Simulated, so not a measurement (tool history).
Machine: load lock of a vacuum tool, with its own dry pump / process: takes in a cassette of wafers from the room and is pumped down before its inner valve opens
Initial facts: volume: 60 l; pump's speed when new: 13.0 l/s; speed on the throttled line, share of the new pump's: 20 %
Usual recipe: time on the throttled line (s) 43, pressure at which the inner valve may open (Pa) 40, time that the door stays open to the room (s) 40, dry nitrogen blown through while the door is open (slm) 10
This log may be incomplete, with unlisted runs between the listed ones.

run    hour  time on the throttled line (s)  pressure at which the inner valve may open (Pa)  time that the door stays open to the room (s)  dry nitrogen blown through while the door is open (slm)  incoming humidity of the room's air, %  time from the closed door until the inner valve may open (s)  rise of the pressure with all valves shut (Pa/min)
  1     0.0                              43                                               40                                             40                                                       10                                    44.2                                                          71.6                                               0.028
  2   108.1                              43                                               40                                             40                                                       10                                    42.1                                                          71.0                                               0.031
  3   301.1                              43                                               40                                             40                                                       10                                    45.6                                                          70.8                                               0.037
  4   484.7                              51                                               40                                             40                                                       10                                    41.5                                                          76.8                                               0.030
  5   708.5                              43                                               54                                             40                                                       10                                    45.9                                                          69.8                                               0.032
  6   963.9                              43                                               54                                             40                                                       10                                    42.2                                                          69.7                                               0.033
  7  1211.5                              43                                               45                                             40                                                       10                                    40.0                                                          69.5                                               0.031
  8  1452.1                              43                                               41                                             40                                                       10                                    44.0                                                          71.6                                               0.034
  9  1559.9                              43                                               41                                             40                                                       10                                    45.9                                                          69.5                                               0.036
 10  1701.3                              43                                               41                                             40                                                       10                                    45.5                                                          70.5                                               0.032
 11  1962.0                              43                                               41                                             40                                                       10                                    46.2                                                          70.2                                               0.033
 12  2088.6                              43                                               41                                             40                                                       10                                    45.8                                                          70.7                                               0.031
 13  2217.5                              43                                               41                                             40                                                       10                                    45.6                                                          70.8                                               0.036
 14  2445.2                              43                                               40                                             40                                                       10                                    45.3                                                          70.2                                               0.031
 15  2663.4                              43                                               40                                             40                                                       10                                    48.3                                                          69.7                                               0.037
 16  2883.2                              43                                               40                                             40                                                       10                                    42.7                                                          70.8                                               0.026
 17  3034.3                              43                                               40                                             40                                                       10                                    42.9                                                          69.9                                               0.034
 18  3285.4                              43                                               40                                             40                                                       10                                    44.4                                                          71.0                                               0.045
 19  3498.4                              43                                               40                                             40                                                       10                                    48.1                                                          69.5                                               0.038
 20  3691.8                              34                                               31                                             56                                                       10                                    45.6                                                          63.8                                               0.040
 21  3942.0                              61                                               43                                             27                                                        7                                    44.3                                                          84.2                                               0.029
 22  4054.7                              61                                               43                                             27                                                        7                                    42.6                                                          85.4                                               0.025
 23  4317.9                              43                                               52                                             40                                                        7                                    44.8                                                          68.6                                               0.036
 24  4564.1                              43                                               52                                             40                                                        7                                    46.7                                                          69.6                                               0.035
 25  4828.6                              35                                               45                                            134                                                        5                                    45.5                                                          63.3                                               0.080
 26  4945.8                              41                                               35                                             89                                                       16                                    43.4                                                          69.5                                               0.045
 27  5091.3                              68                                               40                                             40                                                       10                                    42.3                                                          90.2                                               0.036
 28  5232.9                              60                                               40                                             82                                                       10                                    45.6                                                          83.5                                               0.055
 29  5415.0                              60                                               40                                             82                                                       10                                    44.5                                                          84.8                                               0.049
 30  5564.0                              60                                               40                                             82                                                       10                                    46.2                                                          84.3                                               0.057
 31  5720.1                              43                                               40                                             43                                                       10                                    44.4                                                          70.8                                               0.037
 32  5899.8                              43                                               50                                             43                                                       44                                    46.3                                                          69.5                                               0.027
 33  6097.9                              28                                               52                                            195                                                       25                                    43.7                                                          56.8                                               0.061
 34  6230.5                              28                                               52                                            195                                                       25                                    41.3                                                          56.4                                               0.061
 35  6345.6                              28                                               52                                            123                                                        4                                    44.9                                                          57.4                                               0.073
 36  6610.9                              24                                               52                                            123                                                       15                                    44.4                                                          54.0                                               0.062
 37  6729.9                              27                                               40                                             40                                                       10                                    45.8                                                          57.9                                               0.037

Below are 4 alternative next runs, each starting from the tool's condition after run 37. Predict each:
  A  6911.6                              27                                               40                                             87                                                       23                                    43.8                                                             ?                                                   ?
  B  6911.6                              74                                               49                                             40                                                       10                                    48.8                                                             ?                                                   ?
  C  6911.6                              27                                               40                                             40                                                       12                                    42.4                                                             ?                                                   ?
  D  6911.6                              43                                               34                                             83                                                       45                                    46.4                                                             ?                                                   ?

run  time from the closed door until the inner valve may open (s)  rise of the pressure with all valves shut (Pa/min)
  A                                                          58.1                                               0.040
  B                                                          94.3                                               0.033
  C                                                          57.6                                               0.029
  D                                                          71.3                                               0.028
With no hidden state in the tool, these same runs would have given:
run  time from the closed door until the inner valve may open (s)  rise of the pressure with all valves shut (Pa/min)
  A                                                          58.1                                               0.038
  B                                                          94.3                                               0.031
  C                                                          57.6                                               0.027
  D                                                          71.3                                               0.026
